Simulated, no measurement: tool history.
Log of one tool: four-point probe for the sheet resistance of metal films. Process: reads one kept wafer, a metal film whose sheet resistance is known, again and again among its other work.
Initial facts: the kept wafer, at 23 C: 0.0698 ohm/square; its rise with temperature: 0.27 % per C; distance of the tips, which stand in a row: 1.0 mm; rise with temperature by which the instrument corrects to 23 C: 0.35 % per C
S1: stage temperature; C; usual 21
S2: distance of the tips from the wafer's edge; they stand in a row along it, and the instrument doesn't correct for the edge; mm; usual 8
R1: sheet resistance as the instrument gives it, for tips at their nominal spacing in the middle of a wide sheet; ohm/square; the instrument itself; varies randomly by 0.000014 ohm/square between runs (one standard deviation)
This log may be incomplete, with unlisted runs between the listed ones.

{"run": 1, "hour": 0.0, "S1": 21, "S2": 8, "R1": 0.070495}
{"run": 2, "hour": 13.7, "S1": 21, "S2": 8, "R1": 0.07051}
{"run": 3, "hour": 30.2, "S1": 21, "S2": 8, "R1": 0.07052}
{"run": 4, "hour": 50.8, "S1": 21, "S2": 8, "R1": 0.070512}
{"run": 5, "hour": 71.3, "S1": 24, "S2": 8, "R1": 0.07033}
{"run": 6, "hour": 87.4, "S1": 24, "S2": 8, "R1": 0.07036}
{"run": 7, "hour": 109.1, "S1": 24, "S2": 8, "R1": 0.070319}
{"run": 8, "hour": 133.9, "S1": 21, "S2": 39, "R1": 0.069945}
{"run": 9, "hour": 150.2, "S1": 21, "S2": 39, "R1": 0.069956}
{"run": 10, "hour": 166.3, "S1": 21, "S2": 39, "R1": 0.06995}
{"run": 11, "hour": 189.7, "S1": 21, "S2": 8, "R1": 0.070522}
{"run": 12, "hour": 208.8, "S1": 21, "S2": 8, "R1": 0.070486}
{"run": 13, "hour": 222.6, "S1": 21, "S2": 8, "R1": 0.070506}
{"run": 14, "hour": 233.6, "S1": 21, "S2": 8, "R1": 0.070501}
{"run": 15, "hour": 256.4, "S1": 21, "S2": 8, "R1": 0.070516}
{"run": 16, "hour": 271.3, "S1": 21, "S2": 71, "R1": 0.069918}
{"run": 17, "hour": 287.6, "S1": 28, "S2": 3, "R1": 0.073395}
{"run": 18, "hour": 303.0, "S1": 22, "S2": 8, "R1": 0.070427}
{"run": 19, "hour": 323.4, "S1": 22, "S2": 8, "R1": 0.070449}
{"run": 20, "hour": 337.9, "S1": 20, "S2": 10, "R1": 0.070354}
{"run": 21, "hour": 348.8, "S1": 21, "S2": 49, "R1": 0.069969}
{"run": 22, "hour": 372.1, "S1": 23, "S2": 10, "R1": 0.070171}
{"run": 23, "hour": 390.3, "S1": 30, "S2": 24, "R1": 0.06948}
{"run": 24, "hour": 408.2, "S1": 22, "S2": 49, "R1": 0.06989}
{"run": 25, "hour": 424.8, "S1": 21, "S2": 26, "R1": 0.069985}
{"run": 26, "hour": 444.3, "S1": 25, "S2": 6, "R1": 0.070714}
{"run": 27, "hour": 464.4, "S1": 25, "S2": 6, "R1": 0.070719}
{"run": 28, "hour": 479.4, "S1": 22, "S2": 6, "R1": 0.070898}
{"run": 29, "hour": 500.2, "S1": 23, "S2": 4, "R1": 0.072077}
{"run": 30, "hour": 510.3, "S1": 23, "S2": 4, "R1": 0.072061}
{"run": 31, "hour": 521.8, "S1": 34, "S2": 3, "R1": 0.073081}
{"run": 32, "hour": 540.1, "S1": 31, "S2": 8, "R1": 0.06992}

Branching from run 32: 5 alternative next runs. What would each branch give?
{"run": "A", "hour": 564.4, "S1": 34, "S2": 21, "R1": "?"}
{"run": "B", "hour": 564.4, "S1": 33, "S2": 33, "R1": "?"}
{"run": "C", "hour": 564.4, "S1": 26, "S2": 7, "R1": "?"}
{"run": "D", "hour": 564.4, "S1": 24, "S2": 5, "R1": "?"}
{"run": "E", "hour": 564.4, "S1": 30, "S2": 17, "R1": "?"}

run=A R1=0.069274
run=B R1=0.06927
run=C R1=0.070392
run=D R1=0.071196
run=E R1=0.069535
The same runs, with their run-to-run variation unchanged, on a tool lacking any hidden condition would have given:
run=A R1=0.069271
run=B R1=0.069267
run=C R1=0.070388
run=D R1=0.071193
run=E R1=0.069532
